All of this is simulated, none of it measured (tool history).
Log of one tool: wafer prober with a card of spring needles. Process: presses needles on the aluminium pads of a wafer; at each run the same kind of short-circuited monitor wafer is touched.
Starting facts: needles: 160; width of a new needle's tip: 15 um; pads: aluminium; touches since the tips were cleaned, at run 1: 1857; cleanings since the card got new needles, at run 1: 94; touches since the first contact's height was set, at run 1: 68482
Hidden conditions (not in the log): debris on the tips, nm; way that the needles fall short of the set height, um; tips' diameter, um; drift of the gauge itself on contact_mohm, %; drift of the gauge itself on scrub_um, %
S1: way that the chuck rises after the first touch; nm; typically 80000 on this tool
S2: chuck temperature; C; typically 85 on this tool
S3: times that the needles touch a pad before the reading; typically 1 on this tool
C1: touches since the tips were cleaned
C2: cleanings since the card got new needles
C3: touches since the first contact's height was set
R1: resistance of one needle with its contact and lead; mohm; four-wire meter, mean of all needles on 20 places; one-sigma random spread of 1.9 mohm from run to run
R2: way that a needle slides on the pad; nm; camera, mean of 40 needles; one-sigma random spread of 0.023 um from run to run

{"run": 1, "hour": 0.0, "S1": 80000, "S2": 85, "S3": 1, "C1": 1857, "C2": 94, "C3": 68482, "R1": 228, "R2": 11970}
{"hour": 11.3, "done": "tips cleaned on abrasive film"}
{"hour": 26.5, "done": "tips cleaned on abrasive film"}
{"hour": 45.3, "done": "tips cleaned on abrasive film"}
{"hour": 64.2, "done": "tips cleaned on abrasive film"}
{"run": 2, "hour": 75.2, "S1": 80000, "S2": 85, "S3": 1, "C1": 4655, "C2": 98, "C3": 100103, "R1": 241, "R2": 11960}
{"hour": 82.8, "done": "tips cleaned on abrasive film"}
{"hour": 97.9, "done": "tips cleaned on abrasive film"}
{"hour": 116.7, "done": "tips cleaned on abrasive film"}
{"run": 3, "hour": 130.6, "S1": 80000, "S2": 85, "S3": 1, "C1": 5863, "C2": 101, "C3": 123416, "R1": 245, "R2": 11940}
{"hour": 134.5, "done": "tips cleaned on abrasive film"}
{"hour": 149.6, "done": "tips cleaned on abrasive film"}
{"hour": 168.4, "done": "tips cleaned on abrasive film"}
{"hour": 183.5, "done": "tips cleaned on abrasive film"}
{"run": 4, "hour": 195.3, "S1": 80000, "S2": 79, "S3": 1, "C1": 4977, "C2": 105, "C3": 150602, "R1": 249, "R2": 11910}
{"hour": 199.1, "done": "tips cleaned on abrasive film"}
{"hour": 218.0, "done": "tips cleaned on abrasive film"}
{"hour": 233.1, "done": "tips cleaned on abrasive film"}
{"hour": 252.0, "done": "tips cleaned on abrasive film"}
{"hour": 270.8, "done": "tips cleaned on abrasive film"}
{"run": 5, "hour": 283.7, "S1": 80000, "S2": 79, "S3": 1, "C1": 5460, "C2": 110, "C3": 187788, "R1": 246, "R2": 11840}
{"hour": 287.6, "done": "tips cleaned on abrasive film"}
{"hour": 306.4, "done": "tips cleaned on abrasive film"}
{"hour": 325.3, "done": "tips cleaned on abrasive film"}
{"hour": 344.1, "done": "tips cleaned on abrasive film"}
{"hour": 348.2, "done": "height of the first contact set anew"}
{"hour": 363.3, "done": "tips cleaned on abrasive film"}
{"run": 6, "hour": 371.3, "S1": 80000, "S2": 85, "S3": 1, "C1": 3368, "C2": 115, "C3": 9713, "R1": 238, "R2": 12070}
{"hour": 378.9, "done": "tips cleaned on abrasive film"}
{"hour": 394.0, "done": "tips cleaned on abrasive film"}
{"hour": 412.8, "done": "tips cleaned on abrasive film"}
{"hour": 431.7, "done": "tips cleaned on abrasive film"}
{"run": 7, "hour": 441.6, "S1": 75000, "S2": 57, "S3": 2, "C1": 4174, "C2": 119, "C3": 39272, "R1": 224, "R2": 11280}
{"hour": 449.2, "done": "tips cleaned on abrasive film"}
{"hour": 468.0, "done": "tips cleaned on abrasive film"}
{"hour": 486.9, "done": "tips cleaned on abrasive film"}
{"hour": 502.0, "done": "tips cleaned on abrasive film"}
{"hour": 520.8, "done": "tips cleaned on abrasive film"}
{"run": 8, "hour": 526.9, "S1": 75000, "S2": 57, "S3": 2, "C1": 2581, "C2": 124, "C3": 75166, "R1": 219, "R2": 11210}
{"hour": 538.3, "done": "tips cleaned on abrasive film"}
{"hour": 553.4, "done": "tips cleaned on abrasive film"}
{"hour": 572.3, "done": "tips cleaned on abrasive film"}
{"hour": 591.1, "done": "tips cleaned on abrasive film"}
{"hour": 610.0, "done": "tips cleaned on abrasive film"}
{"run": 9, "hour": 612.8, "S1": 95000, "S2": 72, "S3": 2, "C1": 1202, "C2": 129, "C3": 111268, "R1": 209, "R2": 14250}
{"hour": 627.9, "done": "tips cleaned on abrasive film"}
{"hour": 643.0, "done": "tips cleaned on abrasive film"}
{"hour": 661.9, "done": "tips cleaned on abrasive film"}
{"hour": 680.7, "done": "tips cleaned on abrasive film"}
{"run": 10, "hour": 694.5, "S1": 92000, "S2": 122, "S3": 2, "C1": 5827, "C2": 133, "C3": 145649, "R1": 231, "R2": 13720}
{"hour": 698.4, "done": "tips cleaned on abrasive film"}
{"hour": 713.5, "done": "tips cleaned on abrasive film"}
{"hour": 732.3, "done": "tips cleaned on abrasive film"}
{"hour": 751.2, "done": "tips cleaned on abrasive film"}
{"hour": 770.0, "done": "tips cleaned on abrasive film"}
{"hour": 788.1, "done": "tips cleaned on abrasive film"}
{"run": 11, "hour": 788.1, "S1": 96000, "S2": 94, "S3": 1, "C1": 0, "C2": 139, "C3": 184976, "R1": 205, "R2": 14270}
{"hour": 803.2, "done": "tips cleaned on abrasive film"}
{"hour": 822.1, "done": "tips cleaned on abrasive film"}
{"hour": 840.9, "done": "tips cleaned on abrasive film"}
{"hour": 856.2, "done": "height of the first contact set anew"}
{"hour": 860.1, "done": "tips cleaned on abrasive film"}
{"run": 12, "hour": 865.1, "S1": 66000, "S2": 85, "S3": 2, "C1": 2127, "C2": 143, "C3": 3713, "R1": 230, "R2": 9970}

3 ways to go on from here, each from the tool as it stands after run 12. What would each give?
{"hour": 876.5, "done": "tips cleaned on abrasive film"}
{"hour": 895.3, "done": "tips cleaned on abrasive film"}
{"hour": 914.2, "done": "tips cleaned on abrasive film"}
{"hour": 933.0, "done": "tips cleaned on abrasive film"}
{"hour": 951.9, "done": "tips cleaned on abrasive film"}
{"run": "A", "hour": 960.7, "S1": 80000, "S2": 51, "S3": 1, "C1": 3723, "C2": 148, "C3": 43922, "R1": "?", "R2": "?"}
{"hour": 876.5, "done": "tips cleaned on abrasive film"}
{"hour": 895.3, "done": "tips cleaned on abrasive film"}
{"hour": 914.2, "done": "tips cleaned on abrasive film"}
{"hour": 933.0, "done": "tips cleaned on abrasive film"}
{"hour": 951.9, "done": "tips cleaned on abrasive film"}
{"run": "B", "hour": 960.7, "S1": 91000, "S2": 41, "S3": 2, "C1": 3723, "C2": 148, "C3": 43922, "R1": "?", "R2": "?"}
{"hour": 876.5, "done": "tips cleaned on abrasive film"}
{"hour": 895.3, "done": "tips cleaned on abrasive film"}
{"hour": 914.2, "done": "tips cleaned on abrasive film"}
{"hour": 933.0, "done": "tips cleaned on abrasive film"}
{"hour": 951.9, "done": "tips cleaned on abrasive film"}
{"run": "C", "hour": 960.7, "S1": 94000, "S2": 65, "S3": 2, "C1": 3723, "C2": 148, "C3": 43922, "R1": "?", "R2": "?"}

run=A R1=236 R2=12050
run=B R1=213 R2=13670
run=C R1=218 R2=14140
With the hidden condition removed and each run's random variation left untouched, the same runs would have given:
run=A R1=200 R2=12110
run=B R1=195 R2=13730
run=C R1=201 R2=14200

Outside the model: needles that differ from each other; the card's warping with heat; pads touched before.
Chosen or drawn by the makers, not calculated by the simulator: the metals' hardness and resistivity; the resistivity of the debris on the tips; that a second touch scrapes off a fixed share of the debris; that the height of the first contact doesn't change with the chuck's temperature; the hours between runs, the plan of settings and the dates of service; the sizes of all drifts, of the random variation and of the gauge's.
